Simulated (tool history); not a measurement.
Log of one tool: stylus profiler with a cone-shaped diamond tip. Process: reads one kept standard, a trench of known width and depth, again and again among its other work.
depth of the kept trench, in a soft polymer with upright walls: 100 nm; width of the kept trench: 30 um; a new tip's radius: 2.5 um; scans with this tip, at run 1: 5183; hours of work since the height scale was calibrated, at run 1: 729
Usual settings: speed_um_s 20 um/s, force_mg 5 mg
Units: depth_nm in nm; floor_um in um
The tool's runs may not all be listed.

run	hour	speed_um_s	force_mg	scans with this tip	hours of work since the height scale was calibrated	depth_nm	floor_um
1	0	20	5	5183	729	102.57	28.43
2	29.9	20	5	5329	750	102.59	28.41
3	45.9	20	5	5407	761	102.6	28.44
4	61.8	20	5	5485	772	102.56	28.39
5	87.1	20	5	5608	789	102.57	28.34
6	117.9	6	5	5759	810	102.58	28.39
# hour 121.1: height scale calibrated on a step standard
7	143.9	6	5	5883	16	102.49	28.44
8	174.5	6	5	6032	37	102.49	28.46
9	201	6	5	6162	55	102.51	28.42
# hour 218.4: height scale calibrated on a step standard, once more
10	220.4	20	13.46	6254	1	105.26	28.41
11	245	20	13.46	6374	18	105.24	28.41
12	269.8	36	5.37	6495	35	102.83	28.29
13	291.8	22	8.84	6602	50	103.95	28.34
14	305.8	22	8.84	6670	60	103.95	28.35

5 ways to go on from here, each from the tool as it stands after run 14. What would each give?
A	336.4	6	8.84	6820	81	?	?
B	336.4	22	9.12	6820	81	?	?
C	336.4	31	2.93	6820	81	?	?
D	336.4	7	4.38	6820	81	?	?
E	336.4	31	7.13	6820	81	?	?

run	depth_nm	floor_um
A	103.95	28.4
B	104.03	28.38
C	101.83	28.3
D	102.45	28.41
E	103.41	28.36
Without the tool's hidden state the same runs would have given:
run	depth_nm	floor_um
A	104	28.57
B	104.09	28.55
C	101.89	28.48
D	102.51	28.59
E	103.47	28.53

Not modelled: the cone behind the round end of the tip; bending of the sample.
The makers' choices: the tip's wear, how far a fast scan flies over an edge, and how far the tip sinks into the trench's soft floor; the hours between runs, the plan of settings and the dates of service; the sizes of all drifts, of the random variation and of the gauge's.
